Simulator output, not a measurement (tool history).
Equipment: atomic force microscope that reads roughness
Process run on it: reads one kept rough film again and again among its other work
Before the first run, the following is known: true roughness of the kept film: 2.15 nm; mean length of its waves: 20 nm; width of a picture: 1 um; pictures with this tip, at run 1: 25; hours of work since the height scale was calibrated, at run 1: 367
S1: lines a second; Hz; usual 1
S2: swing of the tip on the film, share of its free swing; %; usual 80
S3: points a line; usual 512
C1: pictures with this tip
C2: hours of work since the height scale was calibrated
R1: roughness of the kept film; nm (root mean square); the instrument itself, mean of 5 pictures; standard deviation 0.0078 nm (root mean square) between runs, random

{"run": 1, "hour": 0.0, "S1": 1, "S2": 80, "S3": 512, "C1": 25, "C2": 367, "R1": 1.681}
{"run": 2, "hour": 35.8, "S1": 1, "S2": 80, "S3": 512, "C1": 50, "C2": 382, "R1": 1.665}
{"hour": 54.7, "done": "new tip fitted"}
{"run": 3, "hour": 61.0, "S1": 1, "S2": 63, "S3": 512, "C1": 4, "C2": 392, "R1": 1.729}
{"run": 4, "hour": 97.8, "S1": 1, "S2": 63, "S3": 1003, "C1": 29, "C2": 407, "R1": 1.735}
{"run": 5, "hour": 125.9, "S1": 1, "S2": 63, "S3": 1003, "C1": 49, "C2": 418, "R1": 1.738}
{"hour": 148.4, "done": "new tip fitted"}
{"run": 6, "hour": 148.4, "S1": 1, "S2": 63, "S3": 1003, "C1": 0, "C2": 427, "R1": 1.742}
{"run": 7, "hour": 189.0, "S1": 1, "S2": 80, "S3": 512, "C1": 29, "C2": 443, "R1": 1.663}
{"run": 8, "hour": 215.8, "S1": 1, "S2": 80, "S3": 512, "C1": 47, "C2": 454, "R1": 1.676}
{"hour": 241.6, "done": "new tip fitted"}
{"run": 9, "hour": 262.0, "S1": 1, "S2": 80, "S3": 512, "C1": 14, "C2": 473, "R1": 1.68}
{"run": 10, "hour": 294.2, "S1": 1, "S2": 80, "S3": 512, "C1": 37, "C2": 486, "R1": 1.657}
{"run": 11, "hour": 316.6, "S1": 1, "S2": 80, "S3": 512, "C1": 52, "C2": 495, "R1": 1.674}
{"hour": 332.4, "done": "new tip fitted"}
{"run": 12, "hour": 344.6, "S1": 1, "S2": 80, "S3": 512, "C1": 8, "C2": 506, "R1": 1.695}
{"run": 13, "hour": 381.4, "S1": 1, "S2": 80, "S3": 512, "C1": 34, "C2": 521, "R1": 1.675}
{"run": 14, "hour": 404.7, "S1": 1, "S2": 80, "S3": 512, "C1": 50, "C2": 530, "R1": 1.671}
{"hour": 423.3, "done": "new tip fitted"}
{"run": 15, "hour": 428.7, "S1": 1, "S2": 80, "S3": 645, "C1": 3, "C2": 540, "R1": 1.683}
{"run": 16, "hour": 476.0, "S1": 1, "S2": 80, "S3": 623, "C1": 36, "C2": 559, "R1": 1.682}
{"run": 17, "hour": 512.9, "S1": 1, "S2": 80, "S3": 623, "C1": 62, "C2": 574, "R1": 1.664}
{"hour": 516.9, "done": "new tip fitted"}
{"run": 18, "hour": 544.9, "S1": 1, "S2": 80, "S3": 623, "C1": 20, "C2": 587, "R1": 1.697}
{"run": 19, "hour": 576.4, "S1": 1, "S2": 70, "S3": 623, "C1": 42, "C2": 600, "R1": 1.715}
{"hour": 608.5, "done": "new tip fitted"}
{"run": 20, "hour": 616.7, "S1": 1, "S2": 70, "S3": 623, "C1": 6, "C2": 616, "R1": 1.722}
{"run": 21, "hour": 660.9, "S1": 2.62, "S2": 81, "S3": 661, "C1": 36, "C2": 634, "R1": 1.559}
{"run": 22, "hour": 681.5, "S1": 2.62, "S2": 81, "S3": 661, "C1": 51, "C2": 642, "R1": 1.548}
{"hour": 701.6, "done": "new tip fitted"}
{"run": 23, "hour": 707.1, "S1": 2.62, "S2": 81, "S3": 856, "C1": 4, "C2": 652, "R1": 1.571}
{"run": 24, "hour": 747.7, "S1": 0.95, "S2": 82, "S3": 856, "C1": 32, "C2": 669, "R1": 1.696}
{"run": 25, "hour": 779.9, "S1": 0.95, "S2": 82, "S3": 856, "C1": 55, "C2": 682, "R1": 1.671}
{"hour": 794.0, "done": "new tip fitted"}
{"run": 26, "hour": 824.8, "S1": 0.53, "S2": 83, "S3": 378, "C1": 22, "C2": 700, "R1": 1.698}
{"run": 27, "hour": 855.6, "S1": 0.53, "S2": 78, "S3": 378, "C1": 43, "C2": 712, "R1": 1.693}
{"hour": 884.0, "done": "new tip fitted"}
{"run": 28, "hour": 891.9, "S1": 0.53, "S2": 78, "S3": 378, "C1": 5, "C2": 727, "R1": 1.704}
{"run": 29, "hour": 934.0, "S1": 0.53, "S2": 78, "S3": 378, "C1": 34, "C2": 744, "R1": 1.709}
{"run": 30, "hour": 963.7, "S1": 0.53, "S2": 78, "S3": 378, "C1": 55, "C2": 756, "R1": 1.707}
{"hour": 975.7, "done": "new tip fitted"}
{"run": 31, "hour": 1009.2, "S1": 0.53, "S2": 78, "S3": 378, "C1": 23, "C2": 774, "R1": 1.694}
{"run": 32, "hour": 1052.4, "S1": 1.56, "S2": 58, "S3": 799, "C1": 53, "C2": 792, "R1": 1.732}
{"hour": 1066.0, "done": "new tip fitted"}
{"run": 33, "hour": 1095.2, "S1": 1.33, "S2": 60, "S3": 280, "C1": 20, "C2": 809, "R1": 1.68}
{"run": 34, "hour": 1135.4, "S1": 1.33, "S2": 72, "S3": 280, "C1": 48, "C2": 825, "R1": 1.653}

Below are 4 alternative next runs, each starting from the tool's condition after run 34. Predict each:
{"hour": 1159.1, "done": "new tip fitted"}
{"run": "A", "hour": 1179.0, "S1": 0.65, "S2": 55, "S3": 398, "C1": 14, "C2": 843, "R1": "?"}
{"hour": 1159.1, "done": "new tip fitted"}
{"run": "B", "hour": 1179.0, "S1": 0.95, "S2": 80, "S3": 737, "C1": 14, "C2": 843, "R1": "?"}
{"hour": 1159.1, "done": "new tip fitted"}
{"run": "C", "hour": 1179.0, "S1": 0.62, "S2": 78, "S3": 342, "C1": 14, "C2": 843, "R1": "?"}
{"hour": 1159.1, "done": "new tip fitted"}
{"run": "D", "hour": 1179.0, "S1": 0.95, "S2": 78, "S3": 273, "C1": 14, "C2": 843, "R1": "?"}

run=A R1=1.717
run=B R1=1.684
run=C R1=1.676
run=D R1=1.645
Stripped of hidden state, with their random variation kept, the same runs would have yielded:
run=A R1=1.718
run=B R1=1.686
run=C R1=1.678
run=D R1=1.646

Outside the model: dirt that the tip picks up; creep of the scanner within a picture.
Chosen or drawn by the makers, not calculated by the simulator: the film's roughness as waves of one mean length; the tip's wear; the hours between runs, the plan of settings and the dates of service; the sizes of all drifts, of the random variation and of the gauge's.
